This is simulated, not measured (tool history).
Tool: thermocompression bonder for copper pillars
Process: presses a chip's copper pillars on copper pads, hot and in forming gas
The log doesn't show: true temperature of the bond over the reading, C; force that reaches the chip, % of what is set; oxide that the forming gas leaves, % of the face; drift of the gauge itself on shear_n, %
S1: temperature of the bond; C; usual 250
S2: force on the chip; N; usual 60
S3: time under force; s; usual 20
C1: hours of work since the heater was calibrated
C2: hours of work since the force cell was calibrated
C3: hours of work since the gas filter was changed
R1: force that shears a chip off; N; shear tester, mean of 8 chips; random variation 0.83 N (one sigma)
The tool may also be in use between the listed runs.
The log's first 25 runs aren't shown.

run 26 day=10.446 | S1=253 S2=76 S3=17 | C1=481 C2=468 C3=106 | R1=72.1
run 27 day=10.838 | S1=272 S2=67 S3=35 | C1=487 C2=473 C3=112 | R1=94.4
run 28 day=11.388 | S1=223 S2=63 S3=35 | C1=495 C2=481 C3=120 | R1=52.1
run 29 day=11.750 | S1=223 S2=63 S3=35 | C1=500 C2=487 C3=125 | R1=52.2
run 30 day=12.192 | S1=268 S2=61 S3=20 | C1=506 C2=493 C3=132 | R1=77.7
run 31 day=12.717 | S1=226 S2=72 S3=20 | C1=514 C2=501 C3=139 | R1=50.8
run 32 day=13.092 | S1=250 S2=77 S3=17 | C1=520 C2=506 C3=145 | R1=69.9
run 33 day=13.558 | S1=250 S2=77 S3=17 | C1=526 C2=513 C3=152 | R1=70.0
run 34 day=13.908 | S1=229 S2=75 S3=40 | C1=531 C2=518 C3=157 | R1=66.3
run 35 day=14.462 | S1=229 S2=75 S3=40 | C1=539 C2=526 C3=165 | R1=68.7
run 36 day=14.858 | S1=250 S2=60 S3=12 | C1=545 C2=532 C3=171 | R1=50.6
run 37 day=15.288 | S1=260 S2=60 S3=12 | C1=552 C2=538 C3=177 | R1=58.5
run 38 day=15.629 | S1=249 S2=60 S3=20 | C1=557 C2=543 C3=182 | R1=58.4
run 39 day=15.962 | S1=249 S2=39 S3=50 | C1=561 C2=548 C3=187 | R1=55.9
run 40 day=16.450 | S1=256 S2=88 S3=16 | C1=568 C2=555 C3=194 | R1=78.4

4 ways to go on from here, each from the tool as it stands after run 40. What would each give?
run A day=16.767 | S1=250 S2=49 S3=35 | C1=573 C2=560 C3=198 | R1=?
run B day=16.767 | S1=256 S2=88 S3=34 | C1=573 C2=560 C3=198 | R1=?
run C day=16.767 | S1=223 S2=55 S3=30 | C1=573 C2=560 C3=198 | R1=?
run D day=16.767 | S1=231 S2=45 S3=35 | C1=573 C2=560 C3=198 | R1=?

run=A R1=60.8
run=B R1=92.4
run=C R1=42.2
run=D R1=41.0
Without the tool's hidden state the same runs would have given:
run=A R1=68.4
run=B R1=102.3
run=C R1=48.0
run=D R1=46.7
